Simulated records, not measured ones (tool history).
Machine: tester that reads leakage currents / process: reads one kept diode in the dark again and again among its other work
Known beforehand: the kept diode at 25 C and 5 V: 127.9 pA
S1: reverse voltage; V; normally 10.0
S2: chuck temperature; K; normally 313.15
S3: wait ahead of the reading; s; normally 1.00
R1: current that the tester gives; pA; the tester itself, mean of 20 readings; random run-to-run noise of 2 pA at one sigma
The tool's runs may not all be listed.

| run | hour | S1 | S2 | S3 | R1 |
|---|---|---|---|---|---|
| 1 | 0.0 | 10.0 | 313.15 | 1.00 | 658.45 |
| 2 | 94.8 | 10.0 | 312.15 | 1.00 | 608.69 |
| 3 | 207.6 | 10.0 | 312.15 | 1.00 | 606.22 |
| 4 | 327.0 | 10.0 | 313.15 | 1.00 | 655.09 |
| 5 | 386.0 | 10.0 | 310.15 | 1.00 | 511.41 |
| 6 | 478.9 | 10.0 | 313.15 | 1.00 | 656.42 |
| 7 | 573.5 | 10.0 | 313.15 | 1.00 | 659.05 |
| 8 | 695.5 | 10.0 | 313.15 | 1.00 | 658.76 |
| 9 | 773.0 | 10.0 | 313.15 | 1.00 | 660.29 |
| 10 | 869.4 | 10.0 | 313.15 | 1.00 | 653.86 |
| 11 | 941.8 | 10.0 | 313.15 | 0.32 | 658.07 |
| 12 | 1062.3 | 10.0 | 313.15 | 0.32 | 661.13 |
|  | 1128.6 | chuck's temperature calibrated |
| 13 | 1181.8 | 10.0 | 303.15 | 0.32 | 281.56 |
| 14 | 1303.5 | 10.0 | 313.15 | 1.00 | 661.42 |
| 15 | 1396.0 | 10.0 | 313.15 | 1.00 | 659.35 |
| 16 | 1491.5 | 10.0 | 313.15 | 1.00 | 660.28 |
| 17 | 1597.4 | 10.0 | 313.15 | 1.00 | 660.58 |
| 18 | 1648.7 | 10.0 | 313.15 | 1.00 | 659.34 |
| 19 | 1704.3 | 10.0 | 313.15 | 1.00 | 660.45 |
| 20 | 1819.1 | 5.9 | 313.15 | 1.00 | 507.85 |
| 21 | 1938.0 | 10.0 | 310.15 | 0.90 | 513.71 |
| 22 | 1994.4 | 2.4 | 310.15 | 7.13 | 259.78 |
| 23 | 2046.0 | 10.0 | 313.15 | 1.45 | 657.55 |
| 24 | 2158.2 | 10.0 | 298.15 | 0.55 | 179.50 |
| 25 | 2238.7 | 10.0 | 298.15 | 0.55 | 179.55 |
| 26 | 2322.0 | 10.0 | 325.15 | 1.57 | 1712.24 |
| 27 | 2391.4 | 1.1 | 325.15 | 4.77 | 597.28 |
|  | 2452.1 | chuck's temperature calibrated |
| 28 | 2517.7 | 10.0 | 331.15 | 0.49 | 2731.19 |
| 29 | 2583.3 | 10.0 | 331.15 | 0.49 | 2719.90 |
| 30 | 2650.0 | 3.4 | 305.15 | 3.23 | 200.29 |
| 31 | 2771.7 | 5.3 | 313.15 | 1.00 | 484.80 |
| 32 | 2872.0 | 3.0 | 327.15 | 1.00 | 1125.94 |
| 33 | 2969.3 | 3.3 | 313.15 | 1.00 | 385.86 |
| 34 | 3075.7 | 2.4 | 300.15 | 0.69 | 108.33 |
| 35 | 3131.0 | 1.2 | 313.15 | 0.54 | 238.91 |
| 36 | 3226.3 | 7.7 | 320.15 | 9.28 | 1025.21 |
| 37 | 3299.1 | 8.1 | 303.15 | 2.36 | 252.81 |
|  | 3361.4 | probe card cleaned and baked |
| 38 | 3391.4 | 3.2 | 303.15 | 2.36 | 162.54 |
| 39 | 3460.3 | 5.8 | 323.15 | 2.36 | 1133.95 |

Here are 3 independent what-if runs from the current tool condition. What would each one return?
| A | 3522.7 | 10.8 | 302.15 | 3.89 | ? |
| B | 3522.7 | 4.3 | 298.15 | 4.29 | ? |
| C | 3522.7 | 5.8 | 302.15 | 2.36 | ? |

| run | R1 |
|---|---|
| A | 267.00 |
| B | 119.70 |
| C | 195.56 |
With no hidden state in the tool, these same runs would have given:
| run | R1 |
|---|---|
| A | 267.51 |
| B | 119.94 |
| C | 195.94 |
